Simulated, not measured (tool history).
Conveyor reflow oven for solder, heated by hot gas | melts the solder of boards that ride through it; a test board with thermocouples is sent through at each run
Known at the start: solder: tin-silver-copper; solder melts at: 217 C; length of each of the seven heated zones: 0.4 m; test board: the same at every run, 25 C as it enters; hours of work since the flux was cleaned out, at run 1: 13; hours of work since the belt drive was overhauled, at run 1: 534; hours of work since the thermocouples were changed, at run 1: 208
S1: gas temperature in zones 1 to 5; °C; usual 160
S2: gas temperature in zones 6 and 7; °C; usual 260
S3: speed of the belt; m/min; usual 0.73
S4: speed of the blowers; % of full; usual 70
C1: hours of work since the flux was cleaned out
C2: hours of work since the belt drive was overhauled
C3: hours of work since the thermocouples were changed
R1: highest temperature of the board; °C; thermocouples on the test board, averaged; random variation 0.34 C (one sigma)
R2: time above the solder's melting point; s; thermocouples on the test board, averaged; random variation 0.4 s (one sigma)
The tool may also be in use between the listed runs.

run   hour   S1   S2     S3  S4   C1   C2   C3     R1    R2
  1      0  160  260   0.73  70   13  534  208  240.6  36.1
  2     12  162  260   0.73  70   20  541  215  241.5  36.7
  3   27.1  162  260   0.73  70   29  550  224  240.6  37.3
  4   42.2  162  260   0.73  70   38  559  233  241.3  37.4
  5   56.7  162  260   0.73  70   46  567  241  240.5    37
  6   73.9  162  260   0.73  70   56  577  251  241.2  37.4
  7   88.1  162  260   0.73  70   65  586  260  240.9    37
  8  104.8  162  260   0.73  70   75  595  269  240.6  36.1
  9  115.7  160  260  0.599  70   81  602  276  247.2  52.2
 10  129.4  160  260   0.73  70   89  610  284  240.5  35.9
 11  145.8  160  260   0.73  70   99  620  294  240.4  35.9
 12  156.2  160  260   0.73  70  105  626  300  240.4  36.3
 13  169.6  160  260   0.73  70  113  634  308  240.9  36.2
 14    180  160  264   0.73  70  119  640  314  244.6  38.6
 15    194  160  260  0.819  70  127  648  322  236.9  26.8
 16  207.8  160  272  0.864  70  135  656  330  243.2  30.4
 17  215.4  160  272  0.864  70  140  660  335  243.8  31.7
 18  232.6  160  260  0.864  67  150  671  345  232.6    22
 19  241.3  161  260   0.73  70  155  676  350  240.9  36.7
 20  259.6  155  265  0.634  54  166  687  361  242.9  42.2
 21  267.7  146  265  0.641  54  171  691  365    240  36.4
 22  280.3  165  263  0.735  70  178  699  373  243.9  39.6
 23    297  165  275  0.873  83  188  709  383  251.5  38.3
 24  307.5  160  271  0.873  79  194  715  389  245.5  32.9
 25  315.8  153  271  0.873  79  199  720  394    244  30.5
 26  325.3  153  271  0.873  79  204  725  399  244.3    30
 27  342.6  152  258  0.651  66  215  735  410  240.1  38.2
 28    353  160  260   0.73  66  221  742  416  238.5  34.3
 29  363.8  160  260   0.73  66  227  748  422  239.5  34.1
 30  375.1  160  254  0.807  62  234  755  429  228.9  19.1

3 ways to go on from here, each from the tool as it stands after run 30. What would each give?
  A  383.8  160  260  0.73  73  239  760  434   ?   ?
  B  383.8  149  260  0.73  51  239  760  434   ?   ?
  C  383.8  163  254  0.72  59  239  760  434   ?   ?

run     R1    R2
  A  241.3    37
  B  228.5  20.2
  C  232.7  27.1
Without the tool's hidden state the same runs would have given:
run     R1    R2
  A  241.3    37
  B  228.5  20.1
  C  232.6  27.1

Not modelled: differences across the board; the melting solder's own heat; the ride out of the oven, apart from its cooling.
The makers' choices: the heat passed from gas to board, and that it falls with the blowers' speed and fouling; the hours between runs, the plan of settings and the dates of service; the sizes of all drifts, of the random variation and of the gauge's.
